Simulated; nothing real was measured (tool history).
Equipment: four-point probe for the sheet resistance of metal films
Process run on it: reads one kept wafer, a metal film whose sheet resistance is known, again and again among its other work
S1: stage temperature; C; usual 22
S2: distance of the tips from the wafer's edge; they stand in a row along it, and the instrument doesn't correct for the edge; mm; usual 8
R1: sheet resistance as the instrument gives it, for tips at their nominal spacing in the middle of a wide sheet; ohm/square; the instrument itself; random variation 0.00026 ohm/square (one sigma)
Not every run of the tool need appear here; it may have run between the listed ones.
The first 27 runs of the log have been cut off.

run 28 day=38.1 | S1=18 S2=29 | R1=1.260276
run 29 day=39.896 | S1=18 S2=29 | R1=1.259914
run 30 day=40.833 | S1=18 S2=29 | R1=1.260184
run 31 day=42.421 | S1=18 S2=29 | R1=1.26012
run 32 day=44.079 | S1=31 S2=4 | R1=1.326922
run 33 day=46.104 | S1=31 S2=4 | R1=1.326883
-- day=47.421 stage's thermometer calibrated
run 34 day=47.421 | S1=31 S2=4 | R1=1.326843
run 35 day=49.338 | S1=22 S2=11 | R1=1.268922
run 36 day=51.229 | S1=22 S2=11 | R1=1.268601
run 37 day=52.8 | S1=19 S2=69 | R1=1.259122
run 38 day=54.438 | S1=34 S2=56 | R1=1.263261
run 39 day=55.458 | S1=34 S2=31 | R1=1.263587
run 40 day=57.012 | S1=34 S2=31 | R1=1.263495
run 41 day=59.033 | S1=20 S2=3 | R1=1.369248
run 42 day=60.217 | S1=25 S2=7 | R1=1.283238
run 43 day=61.304 | S1=25 S2=7 | R1=1.282669
run 44 day=63.258 | S1=22 S2=32 | R1=1.26113

Here are 4 independent what-if runs from the current tool condition. What would each one return?
run A day=64.458 | S1=30 S2=4 | R1=?
run B day=64.458 | S1=22 S2=20 | R1=?
run C day=64.458 | S1=27 S2=11 | R1=?
run D day=64.458 | S1=35 S2=19 | R1=?

run=A R1=1.326641
run=B R1=1.262843
run=C R1=1.270152
run=D R1=1.265509
Stripped of hidden state, with their random variation kept, the same runs would have yielded:
run=A R1=1.326655
run=B R1=1.262856
run=C R1=1.270165
run=D R1=1.265522

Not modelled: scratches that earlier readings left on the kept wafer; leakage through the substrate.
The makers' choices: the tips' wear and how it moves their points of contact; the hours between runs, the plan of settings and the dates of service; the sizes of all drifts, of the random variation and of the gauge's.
